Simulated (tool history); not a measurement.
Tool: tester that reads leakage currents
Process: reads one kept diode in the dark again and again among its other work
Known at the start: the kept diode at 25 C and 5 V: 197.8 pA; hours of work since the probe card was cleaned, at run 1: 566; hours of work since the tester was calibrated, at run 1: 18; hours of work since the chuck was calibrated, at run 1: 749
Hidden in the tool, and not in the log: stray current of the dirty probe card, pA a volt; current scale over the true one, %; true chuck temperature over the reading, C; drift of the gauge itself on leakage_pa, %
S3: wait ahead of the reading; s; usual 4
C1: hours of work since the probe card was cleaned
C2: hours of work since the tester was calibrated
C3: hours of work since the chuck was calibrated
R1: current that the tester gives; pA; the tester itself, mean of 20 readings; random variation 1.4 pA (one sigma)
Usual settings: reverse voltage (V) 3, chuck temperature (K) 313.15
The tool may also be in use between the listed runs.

Run 1, day 0: usual settings; C1 566; C2 18; C3 749. Result: R1 455.48 pA.
At day 4.15: chuck's temperature calibrated.
Run 2, day 4.35: usual settings; C1 627; C2 79; C3 3. Result: R1 455.49 pA.
Run 3, day 6.462: usual settings; C1 657; C2 109; C3 33. Result: R1 455.05 pA.
Run 4, day 8.446: usual settings; C1 685; C2 137; C3 61. Result: R1 456.45 pA.
Run 5, day 12.171: usual settings but reverse voltage (V) 2.5; C1 738; C2 190; C3 114. Result: R1 422.69 pA.
Run 6, day 16.725: usual settings but S3 4.26 s; C1 803; C2 255; C3 179. Result: R1 456.35 pA.
Run 7, day 20.458: usual settings but S3 4.26 s; C1 856; C2 308; C3 232. Result: R1 456.07 pA.
Run 8, day 25.071: usual settings but chuck temperature (K) 310.15, S3 4.26 s; C1 921; C2 373; C3 297. Result: R1 373.85 pA.
Run 9, day 29: usual settings but chuck temperature (K) 310.15, S3 4.26 s; C1 977; C2 429; C3 353. Result: R1 374.76 pA.
Run 10, day 31.158: usual settings; C1 1008; C2 460; C3 384. Result: R1 457.85 pA.
Run 11, day 35.062: usual settings but reverse voltage (V) 3.63; C1 1063; C2 515; C3 439. Result: R1 495.2 pA.
Run 12, day 39.638: usual settings but reverse voltage (V) 3.63; C1 1128; C2 580; C3 504. Result: R1 491.58 pA.
Run 13, day 41.658: usual settings but S3 7.68 s; C1 1157; C2 609; C3 533. Result: R1 456.4 pA.
Run 14, day 44.521: usual settings but S3 7.68 s; C1 1198; C2 649; C3 573. Result: R1 455.26 pA.
Run 15, day 47.367: usual settings but reverse voltage (V) 2.37; C1 1238; C2 690; C3 614. Result: R1 414.08 pA.
Run 16, day 51.062: usual settings but reverse voltage (V) 2.37; C1 1291; C2 742; C3 666. Result: R1 411.87 pA.
Run 17, day 54.538: usual settings but reverse voltage (V) 2.37; C1 1340; C2 792; C3 716. Result: R1 414.88 pA.
Run 18, day 58.796: usual settings but reverse voltage (V) 2.37; C1 1400; C2 852; C3 776. Result: R1 413.18 pA.
At day 61.021: chuck's temperature calibrated.
Run 19, day 63.575: usual settings; C1 1467; C2 919; C3 36. Result: R1 456.32 pA.
Run 20, day 65.942: usual settings; C1 1501; C2 953; C3 70. Result: R1 454.18 pA.
Run 21, day 69.025: usual settings but chuck temperature (K) 317.15, S3 2.03 s; C1 1545; C2 996; C3 114. Result: R1 589.2 pA.
Run 22, day 73.533: usual settings but S3 1.15 s; C1 1609; C2 1060; C3 178. Result: R1 455.27 pA.
Run 23, day 78.1: usual settings but reverse voltage (V) 6.06, chuck temperature (K) 304.15, S3 0.66 s; C1 1673; C2 1125; C3 243. Result: R1 332.48 pA.
At day 81.638: probe card cleaned and baked.
Run 24, day 81.95: usual settings but reverse voltage (V) 2.63, chuck temperature (K) 318.15, S3 0.32 s; C1 4; C2 1178; C3 296. Result: R1 596.67 pA.
Run 25, day 83.921: usual settings but reverse voltage (V) 3.18, chuck temperature (K) 305.15, S3 6.41 s; C1 32; C2 1206; C3 324. Result: R1 270.46 pA.
Run 26, day 85.971: usual settings but reverse voltage (V) 3.55, chuck temperature (K) 303.15, S3 9.01 s; C1 62; C2 1235; C3 353. Result: R1 246.52 pA.
Run 27, day 88.838: usual settings but chuck temperature (K) 309.15, S3 0.96 s; C1 102; C2 1276; C3 393. Result: R1 350.15 pA.
Run 28, day 91.062: usual settings but reverse voltage (V) 12.21, chuck temperature (K) 318.15, S3 3.42 s; C1 134; C2 1308; C3 425. Result: R1 1129.45 pA.
Run 29, day 93.121: usual settings but chuck temperature (K) 304.15; C1 163; C2 1337; C3 454. Result: R1 245.92 pA.
Run 30, day 95.812: usual settings but chuck temperature (K) 304.15; C1 201; C2 1375; C3 492. Result: R1 247.86 pA.
Run 31, day 98.275: usual settings but chuck temperature (K) 304.15; C1 236; C2 1410; C3 527. Result: R1 247.1 pA.
Run 32, day 100.962: usual settings but reverse voltage (V) 11.5, chuck temperature (K) 314.15, S3 2.66 s; C1 275; C2 1448; C3 566. Result: R1 845.28 pA.
Run 33, day 105.267: usual settings but reverse voltage (V) 2.69, chuck temperature (K) 314.15, S3 0.94 s; C1 336; C2 1509; C3 627. Result: R1 465.25 pA.
Run 34, day 108.117: usual settings but reverse voltage (V) 2.69, chuck temperature (K) 314.15, S3 0.94 s; C1 376; C2 1550; C3 667. Result: R1 467.35 pA.
Run 35, day 112.283: usual settings but reverse voltage (V) 12.92, chuck temperature (K) 293.15, S3 1.21 s; C1 435; C2 1609; C3 726. Result: R1 203.92 pA.
Run 36, day 114.575: usual settings but reverse voltage (V) 8.52, chuck temperature (K) 326.15, S3 7.09 s; C1 468; C2 1642; C3 759. Result: R1 1593.29 pA.
At day 118.021: chuck's temperature calibrated.
Run 37, day 118.8: usual settings but reverse voltage (V) 8.52, chuck temperature (K) 326.15, S3 7.09 s; C1 527; C2 1701; C3 11. Result: R1 1601.12 pA.
Run 38, day 123.362: usual settings but reverse voltage (V) 16.85, chuck temperature (K) 307.15, S3 2.74 s; C1 592; C2 1765; C3 76. Result: R1 617.9 pA.
Run 39, day 127.15: usual settings but reverse voltage (V) 16.85, chuck temperature (K) 307.15, S3 1.1 s; C1 645; C2 1819; C3 130. Result: R1 621.66 pA.

Forecast each of these 5 alternatives for the next run:
Run A, day 130.888: usual settings but reverse voltage (V) 17.92, chuck temperature (K) 307.15, S3 1.1 s; C1 698; C2 1872; C3 183. Result: R1 ?.
Run B, day 130.888: usual settings but reverse voltage (V) 12.36; C1 698; C2 1872; C3 183. Result: R1 ?.
Run C, day 130.888: usual settings but S3 9.96 s; C1 698; C2 1872; C3 183. Result: R1 ?.
Run D, day 130.888: usual settings; C1 698; C2 1872; C3 183. Result: R1 ?.
Run E, day 130.888: usual settings but reverse voltage (V) 3.59, chuck temperature (K) 298.15, S3 2.36 s; C1 698; C2 1872; C3 183. Result: R1 ?.

run      R1
  A  640.34
  B  813.81
  C  453.83
  D  456.84
  E  173.53
Without the tool's hidden state the same runs would have given:
run      R1
  A  639.84
  B  813.25
  C  453.54
  D  456.54
  E  173.39
